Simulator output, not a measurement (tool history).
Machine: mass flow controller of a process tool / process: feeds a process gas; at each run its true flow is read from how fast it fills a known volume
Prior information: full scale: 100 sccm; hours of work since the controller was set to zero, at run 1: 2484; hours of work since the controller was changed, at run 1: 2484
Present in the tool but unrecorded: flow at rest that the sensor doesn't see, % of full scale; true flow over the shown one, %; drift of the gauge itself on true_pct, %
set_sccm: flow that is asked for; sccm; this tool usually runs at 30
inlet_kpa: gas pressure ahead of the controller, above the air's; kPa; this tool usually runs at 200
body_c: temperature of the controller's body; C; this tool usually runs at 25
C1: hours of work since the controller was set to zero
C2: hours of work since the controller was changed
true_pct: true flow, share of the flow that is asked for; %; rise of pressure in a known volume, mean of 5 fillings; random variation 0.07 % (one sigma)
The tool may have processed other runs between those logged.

{"run": 1, "hour": 0.0, "set_sccm": 30, "inlet_kpa": 200, "body_c": 25, "C1": 2484, "C2": 2484, "true_pct": 96.68}
{"run": 2, "hour": 263.7, "set_sccm": 34, "inlet_kpa": 200, "body_c": 25, "C1": 2581, "C2": 2581, "true_pct": 96.89}
{"run": 3, "hour": 574.9, "set_sccm": 30, "inlet_kpa": 150, "body_c": 25, "C1": 2695, "C2": 2695, "true_pct": 96.81}
{"run": 4, "hour": 778.6, "set_sccm": 30, "inlet_kpa": 150, "body_c": 25, "C1": 2769, "C2": 2769, "true_pct": 96.76}
{"run": 5, "hour": 1028.2, "set_sccm": 30, "inlet_kpa": 200, "body_c": 25, "C1": 2860, "C2": 2860, "true_pct": 96.55}
{"run": 6, "hour": 1176.2, "set_sccm": 30, "inlet_kpa": 200, "body_c": 25, "C1": 2915, "C2": 2915, "true_pct": 96.37}
{"run": 7, "hour": 1431.2, "set_sccm": 30, "inlet_kpa": 200, "body_c": 25, "C1": 3008, "C2": 3008, "true_pct": 96.29}
{"run": 8, "hour": 1584.5, "set_sccm": 30, "inlet_kpa": 200, "body_c": 25, "C1": 3064, "C2": 3064, "true_pct": 96.37}
{"run": 9, "hour": 1875.9, "set_sccm": 30, "inlet_kpa": 200, "body_c": 25, "C1": 3170, "C2": 3170, "true_pct": 96.09}
{"run": 10, "hour": 2101.4, "set_sccm": 30, "inlet_kpa": 200, "body_c": 25, "C1": 3253, "C2": 3253, "true_pct": 96.14}
{"run": 11, "hour": 2255.3, "set_sccm": 30, "inlet_kpa": 200, "body_c": 25, "C1": 3309, "C2": 3309, "true_pct": 96.16}
{"run": 12, "hour": 2389.5, "set_sccm": 30, "inlet_kpa": 200, "body_c": 25, "C1": 3358, "C2": 3358, "true_pct": 96.21}
{"run": 13, "hour": 2655.3, "set_sccm": 73, "inlet_kpa": 200, "body_c": 25, "C1": 3456, "C2": 3456, "true_pct": 97.84}
{"run": 14, "hour": 2902.8, "set_sccm": 73, "inlet_kpa": 200, "body_c": 25, "C1": 3546, "C2": 3546, "true_pct": 97.86}
{"run": 15, "hour": 3124.0, "set_sccm": 13, "inlet_kpa": 200, "body_c": 25, "C1": 3627, "C2": 3627, "true_pct": 93.57}
{"run": 16, "hour": 3253.1, "set_sccm": 13, "inlet_kpa": 200, "body_c": 25, "C1": 3674, "C2": 3674, "true_pct": 93.55}
{"run": 17, "hour": 3439.2, "set_sccm": 13, "inlet_kpa": 200, "body_c": 25, "C1": 3742, "C2": 3742, "true_pct": 93.24}
{"run": 18, "hour": 3710.6, "set_sccm": 13, "inlet_kpa": 200, "body_c": 25, "C1": 3841, "C2": 3841, "true_pct": 93.27}
{"run": 19, "hour": 3978.5, "set_sccm": 13, "inlet_kpa": 200, "body_c": 25, "C1": 3939, "C2": 3939, "true_pct": 93.16}
{"hour": 4008.4, "done": "controller's zero set anew"}
{"run": 20, "hour": 4163.5, "set_sccm": 13, "inlet_kpa": 200, "body_c": 25, "C1": 57, "C2": 4007, "true_pct": 91.65}
{"run": 21, "hour": 4425.4, "set_sccm": 30, "inlet_kpa": 164, "body_c": 25, "C1": 152, "C2": 4103, "true_pct": 95.03}
{"run": 22, "hour": 4552.3, "set_sccm": 30, "inlet_kpa": 164, "body_c": 25, "C1": 199, "C2": 4149, "true_pct": 95.22}
{"run": 23, "hour": 4713.0, "set_sccm": 30, "inlet_kpa": 164, "body_c": 25, "C1": 258, "C2": 4208, "true_pct": 94.98}
{"run": 24, "hour": 4936.8, "set_sccm": 43, "inlet_kpa": 200, "body_c": 25, "C1": 340, "C2": 4290, "true_pct": 95.81}
{"run": 25, "hour": 5249.4, "set_sccm": 30, "inlet_kpa": 200, "body_c": 25, "C1": 454, "C2": 4404, "true_pct": 94.89}
{"run": 26, "hour": 5379.4, "set_sccm": 94, "inlet_kpa": 268, "body_c": 21, "C1": 501, "C2": 4452, "true_pct": 97.35}
{"run": 27, "hour": 5597.7, "set_sccm": 10, "inlet_kpa": 200, "body_c": 26, "C1": 581, "C2": 4531, "true_pct": 89.38}
{"hour": 5763.5, "done": "controller's zero set anew, once more"}
{"run": 28, "hour": 5805.2, "set_sccm": 86, "inlet_kpa": 232, "body_c": 25, "C1": 15, "C2": 4607, "true_pct": 98.21}
{"run": 29, "hour": 6048.0, "set_sccm": 41, "inlet_kpa": 200, "body_c": 29, "C1": 104, "C2": 4696, "true_pct": 97.45}
{"run": 30, "hour": 6208.4, "set_sccm": 15, "inlet_kpa": 144, "body_c": 30, "C1": 163, "C2": 4755, "true_pct": 96.95}
{"run": 31, "hour": 6442.4, "set_sccm": 72, "inlet_kpa": 200, "body_c": 25, "C1": 248, "C2": 4840, "true_pct": 97.93}
{"run": 32, "hour": 6721.8, "set_sccm": 72, "inlet_kpa": 200, "body_c": 25, "C1": 350, "C2": 4942, "true_pct": 97.8}
{"run": 33, "hour": 6990.3, "set_sccm": 55, "inlet_kpa": 195, "body_c": 25, "C1": 449, "C2": 5040, "true_pct": 97.5}
{"run": 34, "hour": 7181.9, "set_sccm": 55, "inlet_kpa": 195, "body_c": 25, "C1": 519, "C2": 5111, "true_pct": 97.36}
{"run": 35, "hour": 7345.7, "set_sccm": 30, "inlet_kpa": 182, "body_c": 25, "C1": 579, "C2": 5170, "true_pct": 96.89}
{"run": 36, "hour": 7661.5, "set_sccm": 30, "inlet_kpa": 182, "body_c": 25, "C1": 694, "C2": 5286, "true_pct": 96.59}

Predict the results of run 37:
{"run": 37, "hour": 7797.7, "set_sccm": 30, "inlet_kpa": 275, "body_c": 28, "C1": 744, "C2": 5336, "true_pct": "?"}

true_pct: 96.17 %
Were there no unlogged condition in the tool, this run, its random variation unchanged, would have produced true_pct 97.95 %.

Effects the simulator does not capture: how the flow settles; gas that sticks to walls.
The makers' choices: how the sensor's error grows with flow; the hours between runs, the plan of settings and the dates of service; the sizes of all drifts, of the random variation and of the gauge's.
